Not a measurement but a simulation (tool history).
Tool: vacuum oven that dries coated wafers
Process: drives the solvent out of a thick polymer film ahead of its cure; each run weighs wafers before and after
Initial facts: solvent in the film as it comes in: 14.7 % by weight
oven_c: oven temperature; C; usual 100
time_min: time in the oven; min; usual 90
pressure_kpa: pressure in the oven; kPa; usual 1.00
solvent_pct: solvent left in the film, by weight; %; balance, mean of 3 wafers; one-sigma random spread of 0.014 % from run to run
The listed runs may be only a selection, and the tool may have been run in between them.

Run 1, hour 0.0: usual settings. Result: solvent_pct 1.40 %.
Run 2, hour 51.2: usual settings but pressure_kpa 3.49 kPa. Result: solvent_pct 2.31 %.
Run 3, hour 102.9: usual settings but pressure_kpa 3.49 kPa. Result: solvent_pct 2.27 %.
Run 4, hour 155.0: usual settings but pressure_kpa 3.49 kPa. Result: solvent_pct 2.30 %.
Run 5, hour 204.0: usual settings but pressure_kpa 0.66 kPa. Result: solvent_pct 1.27 %.
Run 6, hour 236.4: usual settings but oven_c 110 C. Result: solvent_pct 0.55 %.
Run 7, hour 270.9: usual settings but oven_c 110 C. Result: solvent_pct 0.57 %.
Run 8, hour 332.2: usual settings but oven_c 110 C. Result: solvent_pct 0.57 %.
Run 9, hour 371.1: usual settings. Result: solvent_pct 1.41 %.
Run 10, hour 440.9: usual settings. Result: solvent_pct 1.39 %.
Run 11, hour 476.7: usual settings. Result: solvent_pct 1.41 %.
Run 12, hour 522.1: usual settings but pressure_kpa 2.40 kPa. Result: solvent_pct 1.90 %.
Run 13, hour 575.8: usual settings but oven_c 94 C. Result: solvent_pct 2.24 %.
Run 14, hour 623.9: usual settings but oven_c 94 C. Result: solvent_pct 2.25 %.
Run 15, hour 685.2: usual settings but pressure_kpa 1.14 kPa. Result: solvent_pct 1.46 %.
Run 16, hour 733.0: usual settings but oven_c 108 C, time_min 49 min, pressure_kpa 0.52 kPa. Result: solvent_pct 2.00 %.
Run 17, hour 786.0: usual settings but oven_c 108 C, time_min 59 min, pressure_kpa 0.52 kPa. Result: solvent_pct 1.46 %.
Run 18, hour 841.2: usual settings but oven_c 98 C, time_min 110 min, pressure_kpa 1.36 kPa. Result: solvent_pct 1.31 %.
Run 19, hour 884.9: usual settings but oven_c 98 C, time_min 110 min, pressure_kpa 1.36 kPa. Result: solvent_pct 1.33 %.
Run 20, hour 937.5: usual settings but oven_c 107 C, time_min 85 min, pressure_kpa 2.40 kPa. Result: solvent_pct 1.25 %.
Run 21, hour 968.3: usual settings but oven_c 103 C, time_min 142 min, pressure_kpa 3.61 kPa. Result: solvent_pct 1.40 %.
Run 22, hour 1014.5: usual settings but oven_c 103 C, time_min 142 min, pressure_kpa 3.61 kPa. Result: solvent_pct 1.41 %.
Run 23, hour 1081.6: usual settings but oven_c 103 C, time_min 142 min, pressure_kpa 3.61 kPa. Result: solvent_pct 1.38 %.
Run 24, hour 1148.5: usual settings but oven_c 103 C, time_min 142 min, pressure_kpa 3.61 kPa. Result: solvent_pct 1.41 %.
Run 25, hour 1211.9: usual settings but oven_c 97 C, time_min 51 min, pressure_kpa 0.73 kPa. Result: solvent_pct 3.75 %.
Run 26, hour 1277.4: usual settings but oven_c 97 C, time_min 51 min, pressure_kpa 0.73 kPa. Result: solvent_pct 3.77 %.
Run 27, hour 1322.5: usual settings but oven_c 97 C, time_min 51 min, pressure_kpa 0.73 kPa. Result: solvent_pct 3.76 %.
Run 28, hour 1374.1: usual settings but time_min 155 min. Result: solvent_pct 0.57 %.

Removed from this log: 1 entry logged between the listed runs. Between which two listed runs does each belong, and how does the tool's hidden state at the listed run before it compare with that at the listed run after it?
Logged between run 6 and run 7: oven's thermocouples calibrated (hour 253.8)
  true wafer temperature over the reading, C: 0.03 -> 0
